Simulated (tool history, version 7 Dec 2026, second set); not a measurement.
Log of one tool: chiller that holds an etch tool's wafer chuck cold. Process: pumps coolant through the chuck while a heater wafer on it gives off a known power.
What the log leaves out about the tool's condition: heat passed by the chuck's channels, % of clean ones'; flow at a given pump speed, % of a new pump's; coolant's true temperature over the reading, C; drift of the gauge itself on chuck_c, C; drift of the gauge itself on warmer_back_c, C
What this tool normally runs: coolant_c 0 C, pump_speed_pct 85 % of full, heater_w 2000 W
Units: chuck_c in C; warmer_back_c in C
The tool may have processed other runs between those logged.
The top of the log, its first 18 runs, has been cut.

run,day,coolant_c,pump_speed_pct,heater_w,hours since the coolant was changed and the channels were flushed,hours since the pump was overhauled,hours since the chiller's thermometer was calibrated,chuck_c,warmer_back_c
19,29.129,3,94,1039,6548,1249,2066,9.3,2.73
20,31.054,7,85,2347,6594,1296,2112,22.3,7.11
21,32.029,0,85,2364,6617,1319,2135,15.5,7.13
22,33.792,0,85,1039,6660,1361,2178,6.5,2.99
23,35.958,-3,91,1367,6712,1413,2230,5.5,3.67
24,37.529,-3,91,1367,6749,1451,2267,5.5,3.65
25,39.121,-3,91,1367,6787,1489,2306,5.4,3.66
26,41.117,-3,91,1367,6835,1537,2354,5.5,3.63
27,43.083,-6,92,2674,6882,1584,2401,10.3,7.32
28,44.275,-6,92,2674,6911,1613,2429,10.3,7.32
29,46.279,4,85,1698,6959,1661,2477,15,4.95
30,47.904,-5,73,1396,6998,1700,2516,5.4,4.8
31,49.796,0,85,1178,7044,1745,2562,7.4,3.32
32,52.112,0,69,1057,7099,1801,2617,8.1,3.75

3 ways to go on from here, each from the tool as it stands after run 32. What would each give?
A,53.704,4,64,1360,7137,1839,2656,?,?
B,53.704,0,69,1204,7137,1839,2656,?,?
C,53.704,0,61,2000,7137,1839,2656,?,?

run,chuck_c,warmer_back_c
A,15.2,5.38
B,9.2,4.31
C,17.1,8.64
Take away the tool's hidden state, keep each run's random variation, and the runs would have read:
run,chuck_c,warmer_back_c
A,15.2,5.79
B,9.2,4.72
C,17,9.06

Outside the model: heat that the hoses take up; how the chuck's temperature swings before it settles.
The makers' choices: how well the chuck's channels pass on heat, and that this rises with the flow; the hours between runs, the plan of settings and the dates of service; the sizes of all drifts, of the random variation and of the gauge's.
